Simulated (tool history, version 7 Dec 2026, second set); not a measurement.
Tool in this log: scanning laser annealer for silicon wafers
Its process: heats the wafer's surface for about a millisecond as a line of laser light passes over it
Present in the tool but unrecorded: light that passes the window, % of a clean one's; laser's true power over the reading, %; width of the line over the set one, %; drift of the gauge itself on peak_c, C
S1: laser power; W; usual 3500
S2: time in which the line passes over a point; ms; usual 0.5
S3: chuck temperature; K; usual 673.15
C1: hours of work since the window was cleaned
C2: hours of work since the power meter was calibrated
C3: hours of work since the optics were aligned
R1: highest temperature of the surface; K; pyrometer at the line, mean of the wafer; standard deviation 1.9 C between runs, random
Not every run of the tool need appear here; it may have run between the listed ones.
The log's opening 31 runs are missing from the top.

Run 32, hour 662.1: usual settings but S1 3331 W, S2 0.431 ms, S3 692.15 K; C1 366; C2 566; C3 998. Result: R1 1377.15 K.
At hour 668.3: window over the wafer cleaned.
Run 33, hour 678.9: usual settings but S1 3331 W, S2 0.605 ms, S3 692.15 K; C1 7; C2 576; C3 1007. Result: R1 1516.15 K.
Run 34, hour 692.3: usual settings but S1 3331 W, S2 0.423 ms, S3 699.15 K; C1 15; C2 584; C3 1016. Result: R1 1380.15 K.
Run 35, hour 718.4: usual settings but S1 3331 W, S2 0.423 ms, S3 699.15 K; C1 32; C2 601; C3 1032. Result: R1 1380.15 K.
At hour 744.1: optics aligned, line set to its width.
Run 36, hour 751.4: usual settings but S1 3331 W, S2 0.423 ms, S3 699.15 K; C1 50; C2 619; C3 5. Result: R1 1380.15 K.
Run 37, hour 763.4: usual settings but S1 3331 W, S2 0.423 ms, S3 699.15 K; C1 57; C2 627; C3 12. Result: R1 1380.15 K.
Run 38, hour 775.1: usual settings but S2 0.548 ms; C1 65; C2 634; C3 20. Result: R1 1492.15 K.
Run 39, hour 790: usual settings but S2 0.548 ms; C1 74; C2 643; C3 29. Result: R1 1496.15 K.
Run 40, hour 812.2: usual settings but S1 3275 W, S2 0.548 ms, S3 648.15 K; C1 88; C2 658; C3 43. Result: R1 1415.15 K.
Run 41, hour 826.8: usual settings but S1 3703 W, S2 0.548 ms, S3 648.15 K; C1 98; C2 667; C3 53. Result: R1 1522.15 K.

Alternative continuations, all from the tool just after run 41; predict every row:
Run A, hour 849.6: usual settings but S3 667.15 K; C1 112; C2 681; C3 67. Result: R1 ?.
Run B, hour 849.6: usual settings but S1 3189 W, S2 0.548 ms, S3 648.15 K; C1 112; C2 681; C3 67. Result: R1 ?.
Run C, hour 849.6: usual settings but S1 3843 W, S2 0.613 ms, S3 683.15 K; C1 112; C2 681; C3 67. Result: R1 ?.

run       R1
  A  1455.15
  B  1395.15
  C  1643.15
With the hidden condition removed and each run's random variation left untouched, the same runs would have given:
run       R1
  A  1456.15
  B  1396.15
  C  1644.15

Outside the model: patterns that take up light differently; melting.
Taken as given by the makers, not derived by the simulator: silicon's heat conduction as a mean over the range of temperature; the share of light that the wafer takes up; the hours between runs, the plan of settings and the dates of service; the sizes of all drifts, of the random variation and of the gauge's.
